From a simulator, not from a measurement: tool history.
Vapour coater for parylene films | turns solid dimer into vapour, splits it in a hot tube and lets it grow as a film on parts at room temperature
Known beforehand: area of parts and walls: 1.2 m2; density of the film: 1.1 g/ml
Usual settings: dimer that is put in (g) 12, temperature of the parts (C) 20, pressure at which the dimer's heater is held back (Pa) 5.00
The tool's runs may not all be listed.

run     day  dimer that is put in (g)  temperature of the parts (C)  pressure at which the dimer's heater is held back (Pa)  thickness of the film (µm)
  1   0.000                        12                            20                                                    5.00                        6.08
  2   1.592                        12                            20                                                    5.00                        6.08
  3   2.821                        12                            20                                                    5.00                        6.13
  4   4.012                        12                            20                                                    5.00                        5.94
  5   5.404                        12                            20                                                    5.00                        6.04
  6   6.983                        12                            20                                                    5.00                        5.91
  7   8.183                        12                            14                                                    5.00                        6.60
     10.312  -- trap's valve overhauled
  8  10.312                        12                            20                                                    5.00                        6.46
  9  12.817                         7                            24                                                    5.00                        3.49
 10  14.092                         6                            26                                                    7.87                        2.72
 11  16.212                        12                            19                                                    7.32                        6.12
 12  18.575                        12                            17                                                    5.40                        6.49
 13  19.646                        12                            19                                                    6.10                        6.17

The next listed run, before its measurement:
 14  22.100                        12                            19                                                    6.10                           ?

{"run 14": {"thickness of the film (µm)": 6.06}}
Without the tool's hidden state the same run would have given thickness of the film (µm) 6.51.

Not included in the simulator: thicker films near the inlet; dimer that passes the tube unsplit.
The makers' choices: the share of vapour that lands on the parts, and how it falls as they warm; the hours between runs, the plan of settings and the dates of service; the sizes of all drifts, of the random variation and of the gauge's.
